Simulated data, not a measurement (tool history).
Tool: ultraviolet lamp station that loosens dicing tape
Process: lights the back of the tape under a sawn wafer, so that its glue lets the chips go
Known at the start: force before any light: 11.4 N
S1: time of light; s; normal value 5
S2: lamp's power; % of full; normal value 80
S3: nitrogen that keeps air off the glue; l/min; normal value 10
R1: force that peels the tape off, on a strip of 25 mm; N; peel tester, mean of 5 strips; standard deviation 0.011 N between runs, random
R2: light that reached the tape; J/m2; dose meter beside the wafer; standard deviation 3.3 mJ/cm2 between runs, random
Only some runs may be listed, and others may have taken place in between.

run	day	S1	S2	S3	R1	R2
1	0	5	80	10	0.682	4450
2	0.388	5	80	10	0.706	4430
3	1.179	5	80	10	0.728	4440
4	1.783	5	64	10	1.197	3550
5	2.521	5	80	10	0.735	4430
6	3.375	5	80	10	0.754	4330
7	4.146	5	80	10	0.746	4350
8	5.021	5	80	10	0.777	4340
9	5.5	5	80	5	1.289	4270
# day 5.571: window cleaned of glue's vapour
10	5.892	5	80	10	0.798	4180
11	6.708	5	80	10	0.837	4220
12	7.425	5	80	4	1.728	4100
13	8.092	5	80	4	1.714	4190
14	8.617	5	80	4	1.732	4100
15	9.379	2	80	12	3.564	1620
# day 10.029: window cleaned of glue's vapour, once more
16	10.029	2	80	12	3.355	1760
17	10.817	5	80	14	0.594	4350
18	11.271	8	78	16	0.213	6770
19	11.825	4	75	4	2.534	3270
20	12.683	6	78	9	0.581	5010
21	13.204	2	61	16	4.267	1270
22	13.742	6	75	11	0.557	4760
23	14.646	6	62	18	0.65	3970
24	15.421	6	62	18	0.642	3890
25	16.125	6	80	10	0.559	5000
26	16.746	5	80	12	0.734	4150
27	17.338	5	80	10	0.873	4100
28	17.896	5	80	10	0.897	4090

Below are 3 alternative next runs, each starting from the tool's condition after run 28. Predict each:
A	18.383	5	72	18	?	?
B	18.383	5	80	12	?	?
C	18.383	5	64	10	?	?

run	R1	R2
A	0.781	3640
B	0.79	4110
C	1.462	3240
Take away the tool's hidden state, keep each run's random variation, and the runs would have read:
run	R1	R2
A	0.427	4700
B	0.427	5290
C	0.857	4180
